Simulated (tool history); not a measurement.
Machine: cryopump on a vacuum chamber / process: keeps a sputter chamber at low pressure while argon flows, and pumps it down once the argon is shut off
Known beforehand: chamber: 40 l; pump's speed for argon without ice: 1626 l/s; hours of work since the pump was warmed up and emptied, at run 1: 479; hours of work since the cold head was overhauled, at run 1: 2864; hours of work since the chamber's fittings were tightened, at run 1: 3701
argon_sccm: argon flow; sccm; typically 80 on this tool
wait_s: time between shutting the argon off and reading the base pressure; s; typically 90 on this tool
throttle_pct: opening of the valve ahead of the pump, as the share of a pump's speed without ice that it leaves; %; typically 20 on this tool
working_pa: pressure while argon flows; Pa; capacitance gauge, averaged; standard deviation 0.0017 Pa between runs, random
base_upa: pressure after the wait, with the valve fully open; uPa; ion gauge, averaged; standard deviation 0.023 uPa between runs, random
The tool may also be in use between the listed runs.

run,hour,argon_sccm,wait_s,throttle_pct,hours of work since the pump was warmed up and emptied,hours of work since the cold head was overhauled,hours of work since the chamber's fittings were tightened,working_pa,base_upa
1,0.0,80,90,20,479,2864,3701,0.4342,1.91
2,52.9,80,90,20,515,2900,3737,0.4350,1.82
# hour 121.5: pump warmed up, emptied and cooled again
3,143.4,80,90,20,15,2958,3795,0.4206,1.75
# hour 180.4: leaking fittings of the chamber tightened, without venting
4,233.6,80,90,57,75,3019,36,0.1507,0.82
5,324.6,80,90,57,137,3081,98,0.1525,0.86
6,422.7,80,90,57,204,3147,165,0.1550,0.92
7,506.9,80,42,20,261,3205,223,0.4266,1.64
8,582.1,80,42,20,313,3256,274,0.4312,1.65
9,658.5,80,90,17,365,3308,326,0.5058,0.96
10,758.3,80,90,17,433,3376,394,0.5091,0.97
11,810.3,80,272,28,468,3412,429,0.3197,0.55
12,875.5,53,40,28,513,3456,474,0.2120,1.77

Run 13 comes next. What will it give?
# hour 948.8: pump warmed up, emptied and cooled again
13,992.3,48,90,40,30,3532,550,?,?

{"run 13": {"working_pa": 0.1269, "base_upa": 0.96}}
With the hidden condition absent and the run-to-run variation left alone, this run would have shown working_pa 0.1243 Pa, base_upa 0.81 uPa.
